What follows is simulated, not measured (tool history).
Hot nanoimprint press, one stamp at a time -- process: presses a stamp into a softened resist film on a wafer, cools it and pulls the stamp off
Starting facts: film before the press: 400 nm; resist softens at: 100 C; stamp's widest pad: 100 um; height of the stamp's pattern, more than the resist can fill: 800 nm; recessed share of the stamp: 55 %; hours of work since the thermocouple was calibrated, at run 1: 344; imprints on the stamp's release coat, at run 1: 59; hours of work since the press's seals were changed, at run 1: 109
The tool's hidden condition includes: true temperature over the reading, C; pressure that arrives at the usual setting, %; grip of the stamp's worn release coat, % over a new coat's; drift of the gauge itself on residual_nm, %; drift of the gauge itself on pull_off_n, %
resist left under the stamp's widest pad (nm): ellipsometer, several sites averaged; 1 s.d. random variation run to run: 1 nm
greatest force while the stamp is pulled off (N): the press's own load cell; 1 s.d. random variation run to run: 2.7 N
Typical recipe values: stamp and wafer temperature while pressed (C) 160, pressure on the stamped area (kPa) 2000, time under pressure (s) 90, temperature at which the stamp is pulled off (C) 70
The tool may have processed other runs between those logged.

| run | hour | stamp and wafer temperature while pressed (C) | pressure on the stamped area (kPa) | time under pressure (s) | temperature at which the stamp is pulled off (C) | hours of work since the thermocouple was calibrated | imprints on the stamp's release coat | hours of work since the press's seals were changed | resist left under the stamp's widest pad (nm) | greatest force while the stamp is pulled off (N) |
|---|---|---|---|---|---|---|---|---|---|---|
| 1 | 0 | 160 | 2000 | 90 | 70 | 344 | 59 | 109 | 159.8 | 134 |
| 2 | 11.9 | 160 | 2000 | 90 | 70 | 352 | 117 | 118 | 159.9 | 135 |
| 3 | 19.8 | 160 | 2180 | 90 | 70 | 357 | 156 | 123 | 153.9 | 133 |
| 4 | 32.9 | 160 | 1960 | 90 | 70 | 367 | 221 | 132 | 160.7 | 136 |
| 5 | 45.7 | 160 | 1960 | 90 | 70 | 376 | 284 | 141 | 163.9 | 134 |
|  | 56.3 | plate thermocouple calibrated |
| 6 | 57 | 160 | 1960 | 90 | 70 | 0 | 325 | 147 | 169.3 | 141 |
| 7 | 65.3 | 160 | 2000 | 90 | 68 | 6 | 366 | 153 | 168.5 | 150 |
| 8 | 76.4 | 160 | 2000 | 90 | 70 | 14 | 420 | 160 | 168.3 | 141 |
| 9 | 86.8 | 160 | 2000 | 90 | 70 | 21 | 472 | 168 | 168.2 | 140 |
| 10 | 98.9 | 160 | 2000 | 90 | 70 | 30 | 531 | 176 | 169.1 | 145 |
|  | 109 | plate thermocouple calibrated, once more |
| 11 | 109.4 | 160 | 2000 | 90 | 70 | 0 | 568 | 181 | 147.3 | 136 |
| 12 | 118.1 | 159 | 2000 | 90 | 70 | 6 | 611 | 187 | 155.9 | 134 |
| 13 | 125.6 | 159 | 2000 | 90 | 70 | 12 | 648 | 193 | 153.8 | 137 |
| 14 | 135.4 | 160 | 2000 | 114 | 70 | 18 | 696 | 199 | 132.8 | 137 |
| 15 | 145.3 | 172 | 2000 | 90 | 70 | 25 | 745 | 206 | 87.5 | 136 |
| 16 | 157.6 | 172 | 1740 | 99 | 72 | 34 | 806 | 215 | 92.2 | 134 |
| 17 | 165.8 | 171 | 1740 | 48 | 69 | 40 | 846 | 221 | 130.2 | 142 |
| 18 | 177 | 171 | 1740 | 48 | 69 | 47 | 901 | 228 | 129.5 | 147 |
| 19 | 190 | 171 | 1370 | 48 | 59 | 56 | 965 | 238 | 145.7 | 173 |
| 20 | 195.9 | 171 | 1370 | 48 | 59 | 61 | 994 | 242 | 145 | 176 |
| 21 | 209.1 | 171 | 1370 | 48 | 59 | 70 | 1059 | 251 | 146.2 | 172 |
| 22 | 219 | 171 | 1370 | 48 | 59 | 77 | 1108 | 258 | 145.4 | 181 |
| 23 | 225.2 | 160 | 1210 | 90 | 76 | 81 | 1139 | 262 | 191.5 | 120 |
| 24 | 232.4 | 157 | 2000 | 90 | 64 | 86 | 1174 | 267 | 173 | 158 |
| 25 | 243.8 | 157 | 2000 | 90 | 64 | 94 | 1230 | 275 | 173.1 | 162 |
| 26 | 256.7 | 157 | 2000 | 90 | 64 | 103 | 1294 | 284 | 172.3 | 164 |
| 27 | 269.7 | 160 | 2030 | 142 | 69 | 112 | 1357 | 293 | 123.8 | 151 |
| 28 | 282.8 | 160 | 2030 | 142 | 69 | 121 | 1422 | 302 | 125.8 | 153 |
| 29 | 294.9 | 168 | 1820 | 87 | 76 | 130 | 1482 | 311 | 115.2 | 126 |

Here are 5 independent what-if runs from the current tool condition. What would each one return?
| A | 308.1 | 163 | 2000 | 90 | 70 | 139 | 1547 | 320 | ? | ? |
| B | 308.1 | 154 | 1350 | 69 | 70 | 139 | 1547 | 320 | ? | ? |
| C | 308.1 | 160 | 3090 | 151 | 59 | 139 | 1547 | 320 | ? | ? |
| D | 308.1 | 155 | 3050 | 87 | 76 | 139 | 1547 | 320 | ? | ? |
| E | 308.1 | 162 | 1320 | 90 | 70 | 139 | 1547 | 320 | ? | ? |

| run | resist left under the stamp's widest pad (nm) | greatest force while the stamp is pulled off (N) |
|---|---|---|
| A | 133.7 | 153 |
| B | 252.4 | 154 |
| C | 98.3 | 186 |
| D | 160.8 | 130 |
| E | 170.3 | 150 |
What these runs would have given with no unlogged condition in the tool:
| run | resist left under the stamp's widest pad (nm) | greatest force while the stamp is pulled off (N) |
|---|---|---|
| A | 128.6 | 129 |
| B | 245.4 | 130 |
| C | 93.9 | 158 |
| D | 153.8 | 110 |
| E | 164.7 | 127 |
